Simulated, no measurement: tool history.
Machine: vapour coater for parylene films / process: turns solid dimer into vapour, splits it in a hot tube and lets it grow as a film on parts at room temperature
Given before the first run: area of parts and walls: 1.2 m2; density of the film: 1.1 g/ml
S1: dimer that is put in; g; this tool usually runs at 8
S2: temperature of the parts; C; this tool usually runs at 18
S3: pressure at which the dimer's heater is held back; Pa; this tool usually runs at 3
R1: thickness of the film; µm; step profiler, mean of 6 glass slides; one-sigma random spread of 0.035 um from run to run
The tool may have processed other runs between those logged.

run    hour  S1  S2     S3    R1
  1       0   8  18      3  3.56
  2    45.3   8  18      3  3.68
  3    99.8   8  18      3  3.59
  4   150.5   8  18      3  3.62
  5   189.9   8  18      3   3.6
  6   242.8   8  18      3   3.6
  7   275.6   8  18      3   3.6
  8   316.4   8  18      3  3.58
  9   363.8   8  18      3  3.53
 10   387.9   8  18      3  3.62
 11   438.7   4  18      3  1.77
 12   495.6   8  18   3.42  3.46
 13   519.9   8  18   3.42  3.46
        546  -- trap's valve overhauled
 14   573.1   8  18   3.42  3.49
 15   620.7   8  20      3  3.41
 16   647.1   8  20      3   3.4
 17   688.2   8  20      3  3.38
 18   727.8   8  20      3  3.35
 19   766.3   8  18   3.34  3.51
 20   796.2   7  18      3  3.13
 21   828.7   7  18      3  3.11
 22   873.8   7  18      3  3.14
 23   905.7   7  18      3  3.14
 24     942   8  20      3  3.45
 25     966   3  29      3     1
 26  1002.3   7  13   2.56  3.72
 27  1030.9   4  18  11.32  1.31
 28  1073.4   4  10  11.32  1.58
     1090.4  -- trap's valve overhauled
 29  1109.4  10  25   5.28  3.23
 30  1163.8   5  16   7.37  1.94
 31  1216.5  10  28      3  3.39
 32  1253.4  10  28      3  3.41
 33  1294.9  10  28      3  3.46
 34  1326.4   8  13   4.35  3.76
 35  1384.5   7  19   4.85  2.74
 36  1422.2   5  14      3  2.53
 37  1460.4   4  16   3.48  1.84
 38  1511.2   4  16   3.48  1.82
 39  1567.3  12  13   3.34  6.01
 40  1604.2  12  13   3.34  5.97
     1632.6  -- trap's valve overhauled
 41  1641.9  12  13   3.34  6.01
     1654.3  -- table's thermometer calibrated
 42  1670.4  12  13   3.34  6.07

Branching from run 42: 3 alternative next runs. What would each branch give?
  A  1721.5   3  29   4.36   ?
  B  1721.5  12  13   5.85   ?
  C  1721.5   5  13  11.59   ?

run    R1
  A   0.9
  B  5.22
  C  1.84
Had the tool no hidden state, the same runs would have come out as:
run    R1
  A   0.9
  B  5.23
  C  1.84
